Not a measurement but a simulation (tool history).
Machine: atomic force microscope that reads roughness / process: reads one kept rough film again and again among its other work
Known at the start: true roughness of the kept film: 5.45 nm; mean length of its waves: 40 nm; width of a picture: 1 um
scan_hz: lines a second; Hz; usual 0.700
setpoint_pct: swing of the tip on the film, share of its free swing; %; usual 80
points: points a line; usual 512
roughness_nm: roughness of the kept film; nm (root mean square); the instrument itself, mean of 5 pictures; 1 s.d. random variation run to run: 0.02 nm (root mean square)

run 1 hour=0.0 | scan_hz=0.700 setpoint_pct=80 points=512 | roughness_nm=4.582
-- hour=20.9 new tip fitted
run 2 hour=32.7 | scan_hz=1.074 setpoint_pct=80 points=512 | roughness_nm=4.629
run 3 hour=60.8 | scan_hz=1.074 setpoint_pct=80 points=512 | roughness_nm=4.470
-- hour=79.6 new tip fitted
run 4 hour=86.6 | scan_hz=1.074 setpoint_pct=80 points=512 | roughness_nm=4.637
run 5 hour=121.3 | scan_hz=1.289 setpoint_pct=80 points=512 | roughness_nm=4.395
-- hour=137.7 new tip fitted
run 6 hour=139.0 | scan_hz=1.289 setpoint_pct=80 points=512 | roughness_nm=4.623
run 7 hour=160.7 | scan_hz=1.328 setpoint_pct=80 points=512 | roughness_nm=4.458
run 8 hour=182.3 | scan_hz=1.328 setpoint_pct=80 points=512 | roughness_nm=4.319
-- hour=195.4 new tip fitted
run 9 hour=207.1 | scan_hz=1.328 setpoint_pct=80 points=512 | roughness_nm=4.490
run 10 hour=240.9 | scan_hz=0.700 setpoint_pct=80 points=512 | roughness_nm=4.500
-- hour=252.1 new tip fitted
run 11 hour=263.9 | scan_hz=0.815 setpoint_pct=80 points=512 | roughness_nm=4.707
run 12 hour=280.9 | scan_hz=0.700 setpoint_pct=80 points=512 | roughness_nm=4.630
run 13 hour=299.9 | scan_hz=0.700 setpoint_pct=80 points=512 | roughness_nm=4.580
-- hour=311.1 new tip fitted
run 14 hour=336.7 | scan_hz=2.043 setpoint_pct=80 points=512 | roughness_nm=4.203
run 15 hour=353.7 | scan_hz=0.700 setpoint_pct=80 points=512 | roughness_nm=4.549
-- hour=370.0 new tip fitted
run 16 hour=377.3 | scan_hz=0.700 setpoint_pct=80 points=512 | roughness_nm=4.738
run 17 hour=392.9 | scan_hz=0.700 setpoint_pct=80 points=512 | roughness_nm=4.644
run 18 hour=419.0 | scan_hz=2.315 setpoint_pct=70 points=512 | roughness_nm=4.311
-- hour=427.2 new tip fitted
run 19 hour=440.5 | scan_hz=0.810 setpoint_pct=71 points=541 | roughness_nm=4.774
run 20 hour=464.4 | scan_hz=3.533 setpoint_pct=56 points=512 | roughness_nm=4.504
-- hour=484.0 new tip fitted
run 21 hour=499.3 | scan_hz=2.468 setpoint_pct=76 points=419 | roughness_nm=4.251
run 22 hour=522.5 | scan_hz=0.502 setpoint_pct=61 points=300 | roughness_nm=4.755
-- hour=542.3 new tip fitted
run 23 hour=556.4 | scan_hz=1.925 setpoint_pct=86 points=299 | roughness_nm=4.100
run 24 hour=583.6 | scan_hz=1.925 setpoint_pct=86 points=299 | roughness_nm=3.987
-- hour=599.3 new tip fitted
run 25 hour=606.6 | scan_hz=3.187 setpoint_pct=71 points=591 | roughness_nm=4.257
run 26 hour=634.3 | scan_hz=3.187 setpoint_pct=71 points=591 | roughness_nm=4.146
-- hour=657.7 new tip fitted
run 27 hour=660.6 | scan_hz=0.811 setpoint_pct=71 points=368 | roughness_nm=4.806
run 28 hour=690.7 | scan_hz=0.562 setpoint_pct=76 points=436 | roughness_nm=4.680
run 29 hour=711.7 | scan_hz=0.562 setpoint_pct=76 points=436 | roughness_nm=4.570
-- hour=715.2 new tip fitted
run 30 hour=740.9 | scan_hz=0.562 setpoint_pct=57 points=800 | roughness_nm=4.818
run 31 hour=763.1 | scan_hz=0.573 setpoint_pct=63 points=512 | roughness_nm=4.650
-- hour=773.3 new tip fitted
run 32 hour=789.9 | scan_hz=1.016 setpoint_pct=82 points=475 | roughness_nm=4.496
run 33 hour=815.5 | scan_hz=2.336 setpoint_pct=66 points=512 | roughness_nm=4.367
-- hour=829.5 new tip fitted
run 34 hour=843.6 | scan_hz=1.625 setpoint_pct=66 points=381 | roughness_nm=4.633

Results per run with the tool's hidden condition removed, run-to-run variation unchanged:
What the log doesn't record here: radius of the tip, nm; height scale over the true one, %; drift of the gauge itself on roughness_nm, %.
run=1 roughness_nm=4.813
run=2 roughness_nm=4.720
run=3 roughness_nm=4.717
run=4 roughness_nm=4.707
run=5 roughness_nm=4.628
run=6 roughness_nm=4.657
run=7 roughness_nm=4.613
run=8 roughness_nm=4.584
run=9 roughness_nm=4.611
run=10 roughness_nm=4.811
run=11 roughness_nm=4.799
run=12 roughness_nm=4.813
run=13 roughness_nm=4.871
run=14 roughness_nm=4.370
run=15 roughness_nm=4.831
run=16 roughness_nm=4.832
run=17 roughness_nm=4.826
run=18 roughness_nm=4.605
run=19 roughness_nm=4.917
run=20 roughness_nm=4.774
run=21 roughness_nm=4.372
run=22 roughness_nm=5.025
run=23 roughness_nm=4.241
run=24 roughness_nm=4.252
run=25 roughness_nm=4.362
run=26 roughness_nm=4.403
run=27 roughness_nm=4.880
run=28 roughness_nm=4.932
run=29 roughness_nm=4.924
run=30 roughness_nm=5.044
run=31 roughness_nm=5.001
run=32 roughness_nm=4.686
run=33 roughness_nm=4.687
run=34 roughness_nm=4.780
